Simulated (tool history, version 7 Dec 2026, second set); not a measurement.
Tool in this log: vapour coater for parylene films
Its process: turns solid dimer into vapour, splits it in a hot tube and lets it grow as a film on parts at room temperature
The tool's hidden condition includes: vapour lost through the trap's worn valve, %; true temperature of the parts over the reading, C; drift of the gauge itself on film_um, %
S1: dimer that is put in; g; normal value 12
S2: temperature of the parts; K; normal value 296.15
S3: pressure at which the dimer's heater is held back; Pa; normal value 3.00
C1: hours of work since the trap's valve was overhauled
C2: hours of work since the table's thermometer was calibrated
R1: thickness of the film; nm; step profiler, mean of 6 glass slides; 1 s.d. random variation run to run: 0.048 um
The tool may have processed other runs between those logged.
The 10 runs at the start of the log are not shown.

run     day  S1      S2    S3   C1   C2    R1
 11  12.767  12  296.15  2.38   26  399  6700
 12  14.004  12  296.15  2.38   43  416  6720
 13  15.117  11  296.15  3.00   58  432  5940
 14  16.492  12  296.15  3.00   77  450  6400
 15  17.975  12  296.15  3.00   97  471  6310
 16  19.121  12  290.15  3.00  113  486  7910
 17  20.175  10  296.15  3.00  128  501  5170
 18  21.875  10  296.15  3.00  151  524  5180
 19  22.992  12  300.15  3.00  166  539  5270
 20  24.383  12  300.15  3.00  185  558  5240
 21  25.429  12  296.15  3.00  199  573  6030
     26.446  -- trap's valve overhauled
 22  26.896  12  296.15  3.00    6  590  6640
 23  27.833   7  296.15  3.00   19  603  3810
 24  29.254   7  302.15  3.00   38  623  2980
 25  30.858  13  290.15  5.45   60  645  8070
 26  32.208   6  298.15  6.69   79  663  2710
 27  33.525   7  299.15  3.00   97  681  3280
 28  34.879   7  299.15  3.00  115  700  3290
 29  36.229  10  296.15  3.68  134  718  5010
 30  36.979  16  304.15  7.09  144  728  5470
 31  38.125  16  304.15  7.09  160  744  5420
 32  39.867   6  292.15  7.34  184  768  3180
 33  40.996   6  292.15  7.34  199  783  3120
     42.067  -- trap's valve overhauled
 34  42.442   9  292.15  5.49    5  801  5340

Estimate the outcome of run 35 from the log above:
 35  44.096   9  292.15  5.49  28  824   ?

R1: 5270 nm
Without the tool's hidden state the same run would have given R1 5270 nm.
